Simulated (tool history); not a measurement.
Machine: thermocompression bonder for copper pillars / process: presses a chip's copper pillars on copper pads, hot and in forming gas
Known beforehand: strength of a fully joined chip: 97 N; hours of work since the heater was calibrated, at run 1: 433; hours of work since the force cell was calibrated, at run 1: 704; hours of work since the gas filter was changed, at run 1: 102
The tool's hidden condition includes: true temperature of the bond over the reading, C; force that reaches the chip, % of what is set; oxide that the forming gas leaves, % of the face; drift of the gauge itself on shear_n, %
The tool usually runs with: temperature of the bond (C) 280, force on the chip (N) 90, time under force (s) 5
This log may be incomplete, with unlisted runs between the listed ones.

run     day  temperature of the bond (C)  force on the chip (N)  time under force (s)  hours of work since the heater was calibrated  hours of work since the force cell was calibrated  hours of work since the gas filter was changed  force that shears a chip off (N)
  1   0.000                          280                     90                     5                                            433                                                704                                             102                              67.0
  2   1.725                          280                     90                     8                                            450                                                721                                             120                              74.4
  3   3.312                          280                     90                     8                                            466                                                737                                             136                              74.7
  4   4.521                          280                     90                    13                                            479                                                750                                             148                              80.3
  5   6.138                          280                     90                    13                                            495                                                766                                             165                              79.6
  6   7.612                          280                     90                     5                                            510                                                781                                             180                              65.3
  7   9.079                          280                     90                     5                                            525                                                796                                             195                              65.2
  8  10.700                          295                     90                     5                                            541                                                812                                             211                              72.8
  9  12.329                          295                     90                     5                                            558                                                829                                             228                              71.2
 10  13.542                          295                     90                     5                                            570                                                841                                             240                              71.3
     13.754  -- force cell calibrated
 11  14.679                          280                     90                     5                                            581                                                  9                                             251                              64.2
 12  15.612                          280                     90                     7                                            591                                                 19                                             260                              68.0
 13  16.458                          280                     90                     8                                            599                                                 27                                             269                              70.6
 14  18.225                          280                     90                     8                                            617                                                 45                                             287                              69.3
 15  19.200                          280                     90                     8                                            627                                                 55                                             297                              70.9
 16  20.121                          280                     90                     8                                            636                                                 65                                             306                              69.3
     20.654  -- forming gas filter changed
 17  21.342                          280                     95                     4                                            649                                                 77                                               7                              66.6
     22.121  -- force cell calibrated, once more
 18  23.088                          269                     95                     6                                            666                                                 10                                              24                              67.0
 19  24.729                          269                     95                     6                                            682                                                 26                                              41                              66.4
 20  26.642                          271                     84                     3                                            702                                                 46                                              60                              52.9
 21  28.329                          309                     90                     4                                            719                                                 63                                              77                              79.1
 22  29.779                          280                     90                    13                                            734                                                 78                                              92                              81.0
 23  31.267                          276                    132                    15                                            749                                                 93                                             107                              87.2

4 ways to go on from here, each from the tool as it stands after run 23. What would each give?
  A  32.146                          276                     90                     4                                            758                                                102                                             116                                 ?
  B  32.146                          260                     87                     9                                            758                                                102                                             116                                 ?
  C  32.146                          270                    129                     3                                            758                                                102                                             116                                 ?
  D  32.146                          288                     90                     5                                            758                                                102                                             116                                 ?

run  force that shears a chip off (N)
  A                              60.2
  B                              64.4
  C                              61.6
  D                              70.5
Without the tool's unlogged condition, the same runs would have read:
run  force that shears a chip off (N)
  A                              64.4
  B                              68.8
  C                              65.8
  D                              74.8
